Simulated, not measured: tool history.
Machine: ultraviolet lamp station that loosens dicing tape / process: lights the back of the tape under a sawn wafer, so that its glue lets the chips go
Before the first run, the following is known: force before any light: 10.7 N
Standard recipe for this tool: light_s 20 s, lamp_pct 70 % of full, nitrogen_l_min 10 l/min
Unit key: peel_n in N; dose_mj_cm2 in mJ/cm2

{"run": 1, "hour": 0.0, "light_s": 20, "lamp_pct": 70, "nitrogen_l_min": 10, "peel_n": 1.472, "dose_mj_cm2": 182}
{"run": 2, "hour": 22.4, "light_s": 20, "lamp_pct": 70, "nitrogen_l_min": 10, "peel_n": 1.428, "dose_mj_cm2": 181}
{"run": 3, "hour": 51.1, "light_s": 20, "lamp_pct": 70, "nitrogen_l_min": 10, "peel_n": 1.491, "dose_mj_cm2": 178}
{"run": 4, "hour": 72.4, "light_s": 20, "lamp_pct": 70, "nitrogen_l_min": 10, "peel_n": 1.481, "dose_mj_cm2": 174}
{"run": 5, "hour": 102.8, "light_s": 20, "lamp_pct": 70, "nitrogen_l_min": 10, "peel_n": 1.523, "dose_mj_cm2": 175}
{"run": 6, "hour": 130.8, "light_s": 20, "lamp_pct": 70, "nitrogen_l_min": 10, "peel_n": 1.497, "dose_mj_cm2": 174}
{"run": 7, "hour": 168.7, "light_s": 20, "lamp_pct": 70, "nitrogen_l_min": 10, "peel_n": 1.52, "dose_mj_cm2": 170}
{"run": 8, "hour": 190.1, "light_s": 20, "lamp_pct": 70, "nitrogen_l_min": 10, "peel_n": 1.592, "dose_mj_cm2": 171}
{"run": 9, "hour": 227.1, "light_s": 25, "lamp_pct": 70, "nitrogen_l_min": 10, "peel_n": 1.05, "dose_mj_cm2": 213}
{"run": 10, "hour": 255.9, "light_s": 25, "lamp_pct": 70, "nitrogen_l_min": 11, "peel_n": 1.058, "dose_mj_cm2": 212}
{"run": 11, "hour": 291.6, "light_s": 20, "lamp_pct": 65, "nitrogen_l_min": 10, "peel_n": 1.846, "dose_mj_cm2": 153}
{"run": 12, "hour": 332.8, "light_s": 20, "lamp_pct": 65, "nitrogen_l_min": 10, "peel_n": 2.043, "dose_mj_cm2": 149}
{"run": 13, "hour": 377.2, "light_s": 20, "lamp_pct": 65, "nitrogen_l_min": 10, "peel_n": 2.071, "dose_mj_cm2": 145}
{"run": 14, "hour": 416.4, "light_s": 20, "lamp_pct": 88, "nitrogen_l_min": 10, "peel_n": 1.266, "dose_mj_cm2": 195}
{"run": 15, "hour": 453.9, "light_s": 23, "lamp_pct": 72, "nitrogen_l_min": 10, "peel_n": 1.385, "dose_mj_cm2": 182}
{"run": 16, "hour": 476.2, "light_s": 17, "lamp_pct": 70, "nitrogen_l_min": 17, "peel_n": 2.168, "dose_mj_cm2": 131}

Not shown: 1 entry that the log had between the listed runs. Between which runs, and how does the tool's hidden state differ before and after?
After run 11, before run 12: window cleaned of glue's vapour (hour 295.5)
  lamp's light, % of a new lamp's: 82.8 -> 82.3; light that the window lets through, % of a clean one's: 95 -> 92.1
  difference, measured minus the result without the unlogged condition, peel_n: +0.644 -> +0.791 N; dose_mj_cm2: -41 -> -47 mJ/cm2
